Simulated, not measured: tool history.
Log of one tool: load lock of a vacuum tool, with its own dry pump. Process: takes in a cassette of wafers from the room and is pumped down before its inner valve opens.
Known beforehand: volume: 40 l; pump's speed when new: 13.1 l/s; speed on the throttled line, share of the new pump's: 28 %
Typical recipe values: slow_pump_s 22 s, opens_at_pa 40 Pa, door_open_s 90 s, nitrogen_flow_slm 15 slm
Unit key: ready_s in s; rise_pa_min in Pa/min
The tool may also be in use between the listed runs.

run    hour  slow_pump_s  opens_at_pa  door_open_s  nitrogen_flow_slm  incoming humidity of the room's air, %  ready_s  rise_pa_min
  1       0           22           40           90                 15                                    41.3     42.9        0.086
  2   149.9           29           40           90                 15                                      47     47.1        0.093
  3     290           22           40           90                 21                                    44.3     41.6        0.082
  4   353.5           22           40           90                 15                                    49.1     42.1        0.095
  5   499.6           22           40           90                 15                                    43.2       43        0.096
  6   600.1           22           40           90                 15                                      42     42.6        0.093
  7     689           22           40           90                 10                                    44.6     43.4        0.103
  8   767.7           22           40           90                 10                                    44.3     42.2          0.1
  9   916.3           22           40           90                 15                                    48.9     42.5        0.105
 10  1014.4           22           40           90                 15                                    46.3     42.6        0.098
 11  1146.8           22           40           90                 16                                    45.5     42.8        0.095
 12  1285.1           22           40           90                 16                                    46.9     42.7        0.102
 13  1393.3           22           40           90                 15                                    47.9     43.4          0.1
 14  1458.2           29           40           90                 15                                    41.9     47.6        0.096
 15  1561.5           22           40           90                 15                                    45.6     43.1         0.11
 16  1708.8           16           40           90                 15                                    47.1     39.2        0.104
 17  1821.4           16           40           90                 15                                    47.9     39.1        0.114
 18  1945.5           16           40           90                 15                                    46.7     39.1        0.105
 19  2047.9           16           40           90                 15                                      47     39.5        0.106
 20  2112.6           37           40          240                  9                                    46.7     53.3        0.184
 21  2220.7           40           75          106                  8                                    44.5     52.6        0.129
 22  2363.5           40           75          106                  8                                    45.8     53.3         0.13
 23  2481.8           40           75          106                  8                                    49.7     53.4        0.139
 24  2630.8           18           53           90                 26                                    44.9     39.9        0.101
 25  2774.1           22           40           34                 23                                    43.9     42.8        0.071
 26  2919.6           19           40           98                 15                                    42.2     41.8        0.117
 27  3038.3           24           72           90                 30                                    48.9     42.9          0.1
 28  3121.2           24           72           90                 30                                    45.7     42.4        0.098
 29  3252.5           40           42          183                 23                                    48.1     55.8        0.144
 30  3380.4           19           52           82                 25                                    46.1     40.6        0.101
 31  3516.9           19           52           82                 25                                    41.9     41.1        0.096
 32    3641           19           52           82                 25                                    42.5     41.1        0.102
 33  3788.3           14           44           78                 13                                    50.3     38.6        0.127
 34    3856           14           44           78                 22                                    46.8       39        0.106
 35  3966.3           22           40          136                 26                                    47.9     44.2         0.13
 36  4037.4           22           40          136                 26                                    43.8     44.1        0.121
 37  4174.5           22           40          136                 26                                    46.8     44.2        0.134

Some steps in ready_s between neighbouring runs. How much of each would the tool show without its hidden state too (settings, what came in, random variation), and how much is left for the hidden state, with any gauge scatter that isn't in both results?
The hidden state here: pump's speed, % of a new pump's; leak at the door's seal, Pa l/s; drift of the gauge itself on ready_s, %; drift of the gauge itself on rise_pa_min, %.
Run 19 -> 20: slow_pump_s 16 -> 37, door_open_s 90 -> 240, nitrogen_flow_slm 15 -> 9. ready_s +13.8 s: hidden state -1.1, all else +14.9.
Run 23 -> 24: slow_pump_s 40 -> 18, opens_at_pa 75 -> 53, door_open_s 106 -> 90, nitrogen_flow_slm 8 -> 26. ready_s -13.5 s: hidden state +1.4, all else -14.9.
Run 29 -> 30: slow_pump_s 40 -> 19, opens_at_pa 42 -> 52, door_open_s 183 -> 82, nitrogen_flow_slm 23 -> 25. ready_s -15.2 s: hidden state +1.1, all else -16.3.

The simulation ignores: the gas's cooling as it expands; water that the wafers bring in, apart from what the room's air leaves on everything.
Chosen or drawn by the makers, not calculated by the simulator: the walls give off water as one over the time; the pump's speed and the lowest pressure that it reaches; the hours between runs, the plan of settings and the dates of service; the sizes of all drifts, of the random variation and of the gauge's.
